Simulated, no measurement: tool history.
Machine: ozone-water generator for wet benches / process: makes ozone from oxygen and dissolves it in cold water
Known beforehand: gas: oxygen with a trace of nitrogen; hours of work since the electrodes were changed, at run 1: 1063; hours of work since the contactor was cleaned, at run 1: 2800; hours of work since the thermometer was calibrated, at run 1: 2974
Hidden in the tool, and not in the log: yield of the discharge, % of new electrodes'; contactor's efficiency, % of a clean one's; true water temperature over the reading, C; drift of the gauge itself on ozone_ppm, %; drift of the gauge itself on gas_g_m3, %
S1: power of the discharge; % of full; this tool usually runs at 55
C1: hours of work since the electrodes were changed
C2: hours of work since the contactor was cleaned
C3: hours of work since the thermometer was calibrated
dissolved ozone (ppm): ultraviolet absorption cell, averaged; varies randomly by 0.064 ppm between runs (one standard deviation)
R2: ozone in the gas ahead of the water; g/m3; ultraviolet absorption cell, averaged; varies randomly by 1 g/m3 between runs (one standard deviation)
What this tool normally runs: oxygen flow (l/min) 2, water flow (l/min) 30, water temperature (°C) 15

{"run": 1, "hour": 0.0, "S1": 55, "oxygen flow (l/min)": 2, "water flow (l/min)": 30, "water temperature (°C)": 15, "C1": 1063, "C2": 2800, "C3": 2974, "dissolved ozone (ppm)": 6.03, "R2": 178.1}
{"run": 2, "hour": 83.6, "S1": 55, "oxygen flow (l/min)": 2, "water flow (l/min)": 30, "water temperature (°C)": 12, "C1": 1128, "C2": 2864, "C3": 3039, "dissolved ozone (ppm)": 6, "R2": 177.4}
{"run": 3, "hour": 156.9, "S1": 55, "oxygen flow (l/min)": 2, "water flow (l/min)": 30, "water temperature (°C)": 15, "C1": 1184, "C2": 2921, "C3": 3095, "dissolved ozone (ppm)": 5.94, "R2": 175.4}
{"run": 4, "hour": 216.4, "S1": 56, "oxygen flow (l/min)": 2, "water flow (l/min)": 30, "water temperature (°C)": 15, "C1": 1229, "C2": 2966, "C3": 3140, "dissolved ozone (ppm)": 6.02, "R2": 175}
{"run": 5, "hour": 286.1, "S1": 56, "oxygen flow (l/min)": 2, "water flow (l/min)": 30, "water temperature (°C)": 15, "C1": 1283, "C2": 3020, "C3": 3194, "dissolved ozone (ppm)": 6, "R2": 178.7}
{"run": 6, "hour": 331.7, "S1": 55, "oxygen flow (l/min)": 3.24, "water flow (l/min)": 30, "water temperature (°C)": 15, "C1": 1318, "C2": 3055, "C3": 3229, "dissolved ozone (ppm)": 6.88, "R2": 135.4}
{"run": 7, "hour": 416.0, "S1": 55, "oxygen flow (l/min)": 3.24, "water flow (l/min)": 30, "water temperature (°C)": 15, "C1": 1382, "C2": 3119, "C3": 3293, "dissolved ozone (ppm)": 6.84, "R2": 137.6}
{"run": 8, "hour": 484.5, "S1": 55, "oxygen flow (l/min)": 3.24, "water flow (l/min)": 30, "water temperature (°C)": 15, "C1": 1435, "C2": 3172, "C3": 3346, "dissolved ozone (ppm)": 6.83, "R2": 136.5}
{"run": 9, "hour": 559.4, "S1": 55, "oxygen flow (l/min)": 3.24, "water flow (l/min)": 30, "water temperature (°C)": 15, "C1": 1492, "C2": 3229, "C3": 3403, "dissolved ozone (ppm)": 6.78, "R2": 136.1}
{"run": 10, "hour": 640.6, "S1": 55, "oxygen flow (l/min)": 2, "water flow (l/min)": 30, "water temperature (°C)": 18, "C1": 1555, "C2": 3291, "C3": 3466, "dissolved ozone (ppm)": 5.82, "R2": 173.4}
{"run": 11, "hour": 715.7, "S1": 55, "oxygen flow (l/min)": 2.99, "water flow (l/min)": 30, "water temperature (°C)": 15, "C1": 1612, "C2": 3349, "C3": 3523, "dissolved ozone (ppm)": 6.69, "R2": 140.2}
{"run": 12, "hour": 762.5, "S1": 75, "oxygen flow (l/min)": 2, "water flow (l/min)": 23, "water temperature (°C)": 9, "C1": 1648, "C2": 3385, "C3": 3559, "dissolved ozone (ppm)": 10.4, "R2": 212.3}
{"hour": 771.2, "done": "contactor cleaned"}
{"run": 13, "hour": 805.8, "S1": 75, "oxygen flow (l/min)": 2, "water flow (l/min)": 23, "water temperature (°C)": 9, "C1": 1678, "C2": 27, "C3": 3589, "dissolved ozone (ppm)": 10.11, "R2": 210.5}
{"run": 14, "hour": 853.9, "S1": 41, "oxygen flow (l/min)": 1.73, "water flow (l/min)": 40, "water temperature (°C)": 21, "C1": 1715, "C2": 63, "C3": 3626, "dissolved ozone (ppm)": 3.06, "R2": 155.7}
{"run": 15, "hour": 903.2, "S1": 80, "oxygen flow (l/min)": 2.22, "water flow (l/min)": 30, "water temperature (°C)": 15, "C1": 1753, "C2": 101, "C3": 3664, "dissolved ozone (ppm)": 7.45, "R2": 206.3}

Run 16 has not been measured yet. What should we expect?
{"run": 16, "hour": 954.9, "S1": 80, "oxygen flow (l/min)": 2.22, "water flow (l/min)": 30, "water temperature (°C)": 15, "C1": 1793, "C2": 141, "C3": 3704, "dissolved ozone (ppm)": "?", "R2": "?"}

{"run 16": {"dissolved ozone (ppm)": 7.25, "R2": 207.7}}
Without the tool's hidden state the same run would have given dissolved ozone (ppm) 8.31, R2 224.1 g/m3.
